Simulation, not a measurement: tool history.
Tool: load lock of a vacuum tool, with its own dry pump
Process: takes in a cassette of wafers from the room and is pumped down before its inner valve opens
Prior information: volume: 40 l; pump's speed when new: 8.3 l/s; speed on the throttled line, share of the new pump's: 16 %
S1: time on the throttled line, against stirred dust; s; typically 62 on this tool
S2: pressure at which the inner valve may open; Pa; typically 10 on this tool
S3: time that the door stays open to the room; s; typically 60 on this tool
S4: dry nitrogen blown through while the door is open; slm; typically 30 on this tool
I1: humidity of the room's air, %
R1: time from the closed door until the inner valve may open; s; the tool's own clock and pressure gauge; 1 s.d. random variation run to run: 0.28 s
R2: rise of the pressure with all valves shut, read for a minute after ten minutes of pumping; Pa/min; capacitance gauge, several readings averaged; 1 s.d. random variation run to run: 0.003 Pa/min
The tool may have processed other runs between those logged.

run    hour   S1  S2   S3  S4    I1     R1     R2
  1     0.0   62  10   60  30  45.6   98.9  0.072
  2   274.9   62  10   60  30  46.6   97.9  0.076
  3   459.2   62  10   60  30  45.7   99.0  0.073
  4   729.4   62  10   60  30  45.8   99.1  0.076
  5  1084.2   62   8   60  30  43.5   99.5  0.082
  6  1300.6   62   8   60  30  47.6  100.2  0.087
  7  1626.0   62  10   60  30  43.3   99.2  0.083
  8  1968.9   62  10   60  30  46.8   99.2  0.094
  9  2265.9   62  10   60  30  43.2   99.0  0.098
 10  2493.3   62  10   60  30  46.4   99.2  0.100
 11  2643.4   62  10   60  30  43.6   99.2  0.097
 12  2823.4   62  10   39  30  42.6  100.0  0.105
 13  3077.6   62  10   39  30  41.7   99.8  0.105
 14  3300.7   62  10   39  30  44.0   99.5  0.102
 15  3565.0   62  10   39  30  43.9  100.0  0.108
 16  3813.9   62  10   39  30  48.2   99.5  0.115
 17  3966.3   62  10   39  30  42.4  100.3  0.115
 18  4150.1   94  17   60   5  48.8  123.9  0.131
 19  4344.9   94  17   60   5  45.4  123.0  0.134
 20  4680.0   35  15  101   5  42.4   76.0  0.144
 21  5000.1   62   9   34  21  42.0  101.1  0.128
 22  5250.3  104   9   34  21  40.6  135.0  0.132

What does the tool deliver on the next run?
 23  5437.7  90  17  156  30  45.3   ?   ?

Run 23 measured R1 121.1 s, R2 0.163 Pa/min.
Take away the tool's hidden state, keep the run-to-run variation as it was, and the same run would have given R1 117.8 s, R2 0.042 Pa/min.
